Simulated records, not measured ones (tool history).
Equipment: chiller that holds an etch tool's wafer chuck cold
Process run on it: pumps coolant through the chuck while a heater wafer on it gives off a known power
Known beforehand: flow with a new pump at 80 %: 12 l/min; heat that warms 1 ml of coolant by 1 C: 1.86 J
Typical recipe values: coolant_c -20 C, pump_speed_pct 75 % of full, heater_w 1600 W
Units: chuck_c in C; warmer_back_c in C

Run 1, hour 0.0: usual settings. Result: chuck_c -6.9 C, warmer_back_c 4.67 C.
Run 2, hour 46.8: usual settings. Result: chuck_c -6.7 C, warmer_back_c 4.72 C.
Run 3, hour 117.9: usual settings. Result: chuck_c -6.8 C, warmer_back_c 4.70 C.
Run 4, hour 162.4: usual settings. Result: chuck_c -6.6 C, warmer_back_c 4.69 C.
Run 5, hour 224.7: usual settings. Result: chuck_c -6.6 C, warmer_back_c 4.69 C.
Run 6, hour 272.8: usual settings. Result: chuck_c -6.5 C, warmer_back_c 4.72 C.
Run 7, hour 321.6: usual settings. Result: chuck_c -6.7 C, warmer_back_c 4.78 C.
Run 8, hour 358.3: usual settings but coolant_c -29 C. Result: chuck_c -15.5 C, warmer_back_c 4.77 C.
Run 9, hour 414.9: usual settings but coolant_c -29 C. Result: chuck_c -15.3 C, warmer_back_c 4.76 C.
Run 10, hour 489.6: usual settings but coolant_c -21 C, heater_w 1276 W. Result: chuck_c -10.1 C, warmer_back_c 3.83 C.
Run 11, hour 560.3: usual settings but coolant_c -13 C, pump_speed_pct 96 % of full, heater_w 1246 W. Result: chuck_c -4.6 C, warmer_back_c 2.80 C.
Run 12, hour 610.1: usual settings but coolant_c -13 C, pump_speed_pct 96 % of full, heater_w 1246 W. Result: chuck_c -4.4 C, warmer_back_c 2.82 C.
Run 13, hour 675.6: usual settings but heater_w 1904 W. Result: chuck_c -3.9 C, warmer_back_c 5.66 C.
Run 14, hour 746.2: usual settings but pump_speed_pct 89 % of full. Result: chuck_c -8.4 C, warmer_back_c 4.01 C.
Run 15, hour 814.9: usual settings but coolant_c -27 C, heater_w 1318 W. Result: chuck_c -15.6 C, warmer_back_c 3.90 C.
Run 16, hour 871.4: usual settings. Result: chuck_c -6.2 C, warmer_back_c 4.80 C.
At hour 920.6: coolant changed, channels flushed.
Run 17, hour 927.7: usual settings. Result: chuck_c -7.2 C, warmer_back_c 4.73 C.
Run 18, hour 994.7: usual settings but pump_speed_pct 90 % of full. Result: chuck_c -9.2 C, warmer_back_c 3.88 C.

5 options for the next run, each taken on its own from the tool as it stands now. Forecast them:
At hour 1033.4: chiller's thermometer calibrated.
Run A, hour 1044.8: usual settings but coolant_c -29 C, pump_speed_pct 72 % of full, heater_w 1686 W. Result: chuck_c ?, warmer_back_c ?.
At hour 1033.4: chiller's thermometer calibrated.
Run B, hour 1044.8: usual settings but coolant_c -23 C, pump_speed_pct 86 % of full, heater_w 1238 W. Result: chuck_c ?, warmer_back_c ?.
At hour 1033.4: chiller's thermometer calibrated.
Run C, hour 1044.8: usual settings but coolant_c -23 C, pump_speed_pct 90 % of full, heater_w 1810 W. Result: chuck_c ?, warmer_back_c ?.
At hour 1033.4: chiller's thermometer calibrated.
Run D, hour 1044.8: usual settings but heater_w 2181 W. Result: chuck_c ?, warmer_back_c ?.
At hour 1033.4: chiller's thermometer calibrated.
Run E, hour 1044.8: usual settings but coolant_c -27 C, pump_speed_pct 90 % of full, heater_w 1804 W. Result: chuck_c ?, warmer_back_c ?.

run  chuck_c  warmer_back_c
  A    -15.4           5.28
  B    -14.7           3.13
  C    -10.9           4.34
  D     -3.1           6.52
  E    -15.1           4.43
Take away the tool's hidden state, keep each run's random variation, and the runs would have read:
run  chuck_c  warmer_back_c
  A    -15.9           5.09
  B    -15.0           3.02
  C    -11.4           4.18
  D     -3.8           6.29
  E    -15.6           4.27
